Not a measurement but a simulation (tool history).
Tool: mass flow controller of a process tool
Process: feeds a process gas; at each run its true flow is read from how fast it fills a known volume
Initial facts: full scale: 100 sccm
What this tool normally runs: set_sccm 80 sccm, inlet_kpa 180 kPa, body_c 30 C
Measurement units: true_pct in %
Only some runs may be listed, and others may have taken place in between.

Run 1, hour 0.0: usual settings. Result: true_pct 99.13 %.
Run 2, hour 189.5: usual settings. Result: true_pct 99.23 %.
Run 3, hour 452.8: usual settings but inlet_kpa 270 kPa. Result: true_pct 98.96 %.
Run 4, hour 863.7: usual settings but inlet_kpa 152 kPa. Result: true_pct 99.73 %.
Run 5, hour 1186.4: usual settings but set_sccm 83 sccm. Result: true_pct 99.78 %.
Run 6, hour 1580.3: usual settings but set_sccm 83 sccm. Result: true_pct 99.88 %.
Run 7, hour 1923.7: usual settings. Result: true_pct 99.87 %.
Run 8, hour 2166.9: usual settings. Result: true_pct 100.03 %.
Run 9, hour 2569.0: usual settings but body_c 39 C. Result: true_pct 99.44 %.
Run 10, hour 2964.5: usual settings but set_sccm 31 sccm. Result: true_pct 99.00 %.
Run 11, hour 3250.7: usual settings but inlet_kpa 260 kPa. Result: true_pct 99.91 %.
Run 12, hour 3567.5: usual settings but inlet_kpa 260 kPa. Result: true_pct 100.12 %.
Run 13, hour 3891.9: usual settings. Result: true_pct 100.41 %.
At hour 4098.7: gauge calibrated.
Run 14, hour 4320.4: usual settings. Result: true_pct 99.33 %.
Run 15, hour 4608.8: usual settings but body_c 31 C. Result: true_pct 99.29 %.
Run 16, hour 5030.7: usual settings but body_c 31 C. Result: true_pct 99.45 %.
Run 17, hour 5296.1: usual settings but body_c 31 C. Result: true_pct 99.53 %.
Run 18, hour 5642.9: usual settings. Result: true_pct 99.81 %.
Run 19, hour 5826.1: usual settings. Result: true_pct 99.85 %.
Run 20, hour 6030.0: usual settings. Result: true_pct 100.01 %.
At hour 6081.6: controller's zero set anew.
Run 21, hour 6382.8: usual settings but body_c 24 C. Result: true_pct 100.45 %.
Run 22, hour 6656.9: usual settings but body_c 24 C. Result: true_pct 100.56 %.
Run 23, hour 6909.8: usual settings but body_c 24 C. Result: true_pct 100.63 %.
Run 24, hour 7252.1: usual settings but inlet_kpa 184 kPa. Result: true_pct 100.32 %.
Run 25, hour 7706.9: usual settings but inlet_kpa 277 kPa. Result: true_pct 100.09 %.
Run 26, hour 8020.3: usual settings but inlet_kpa 277 kPa. Result: true_pct 100.13 %.
Run 27, hour 8293.5: usual settings but inlet_kpa 277 kPa. Result: true_pct 100.24 %.
Run 28, hour 8660.2: usual settings but inlet_kpa 172 kPa. Result: true_pct 100.91 %.
Run 29, hour 8846.6: usual settings but set_sccm 28 sccm, inlet_kpa 251 kPa, body_c 25 C. Result: true_pct 99.53 %.
Run 30, hour 9039.9: usual settings but set_sccm 12 sccm, body_c 31 C. Result: true_pct 98.97 %.
Run 31, hour 9418.7: usual settings but inlet_kpa 216 kPa, body_c 28 C. Result: true_pct 100.94 %.
Run 32, hour 9861.5: usual settings but inlet_kpa 216 kPa, body_c 28 C. Result: true_pct 101.19 %.
Run 33, hour 10148.6: usual settings but inlet_kpa 216 kPa, body_c 28 C. Result: true_pct 101.39 %.
Run 34, hour 10418.7: usual settings but set_sccm 99 sccm, inlet_kpa 255 kPa. Result: true_pct 101.69 %.
Run 35, hour 10686.5: usual settings but set_sccm 99 sccm, inlet_kpa 255 kPa. Result: true_pct 101.73 %.
Run 36, hour 11094.7: usual settings but set_sccm 26 sccm, inlet_kpa 255 kPa, body_c 37 C. Result: true_pct 99.30 %.
At hour 11167.5: gauge calibrated.
Run 37, hour 11351.9: usual settings but set_sccm 12 sccm, inlet_kpa 255 kPa, body_c 37 C. Result: true_pct 96.61 %.
Run 38, hour 11757.3: usual settings but set_sccm 12 sccm, inlet_kpa 255 kPa, body_c 37 C. Result: true_pct 96.69 %.
Run 39, hour 12021.5: usual settings but set_sccm 97 sccm, inlet_kpa 231 kPa, body_c 36 C. Result: true_pct 99.22 %.
Run 40, hour 12234.1: usual settings but set_sccm 32 sccm, inlet_kpa 276 kPa, body_c 21 C. Result: true_pct 98.29 %.
Run 41, hour 12633.6: usual settings but set_sccm 32 sccm, inlet_kpa 276 kPa, body_c 21 C. Result: true_pct 98.74 %.
Run 42, hour 13078.6: usual settings but set_sccm 13 sccm, inlet_kpa 190 kPa, body_c 34 C. Result: true_pct 97.83 %.
Run 43, hour 13394.2: usual settings but set_sccm 92 sccm, inlet_kpa 176 kPa. Result: true_pct 100.49 %.
Run 44, hour 13589.2: usual settings but set_sccm 16 sccm, inlet_kpa 244 kPa. Result: true_pct 97.96 %.
Run 45, hour 13891.3: usual settings but set_sccm 24 sccm, inlet_kpa 244 kPa, body_c 36 C. Result: true_pct 97.94 %.
Run 46, hour 14167.7: usual settings but set_sccm 41 sccm, body_c 20 C. Result: true_pct 99.97 %.
Run 47, hour 14454.2: usual settings but set_sccm 29 sccm, body_c 32 C. Result: true_pct 98.89 %.

Measured less the same run without the tool's hidden state. The same run-to-run variation is in both; the gauge's scatter may not be:
The tool's hidden condition here consists of: flow at rest that the sensor doesn't see, % of full scale; true flow over the shown one, %; drift of the gauge itself on true_pct, %.
run  true_pct
  1     +0.01
  2     +0.07
  3     +0.17
  4     +0.31
  5     +0.42
  6     +0.56
  7     +0.69
  8     +0.77
  9     +0.91
 10     +1.05
 11     +1.15
 12     +1.26
 13     +1.38
 14     +0.09
 15     +0.19
 16     +0.34
 17     +0.44
 18     +0.56
 19     +0.62
 20     +0.69
 21     +0.81
 22     +0.91
 23     +1.00
 24     +1.12
 25     +1.27
 26     +1.39
 27     +1.49
 28     +1.62
 29     +1.67
 30     +1.73
 31     +1.89
 32     +2.04
 33     +2.14
 34     +2.24
 35     +2.34
 36     +2.43
 37     +0.09
 38     +0.23
 39     +0.31
 40     +0.39
 41     +0.54
 42     +0.69
 43     +0.80
 44     +0.87
 45     +0.97
 46     +1.07
 47     +1.16

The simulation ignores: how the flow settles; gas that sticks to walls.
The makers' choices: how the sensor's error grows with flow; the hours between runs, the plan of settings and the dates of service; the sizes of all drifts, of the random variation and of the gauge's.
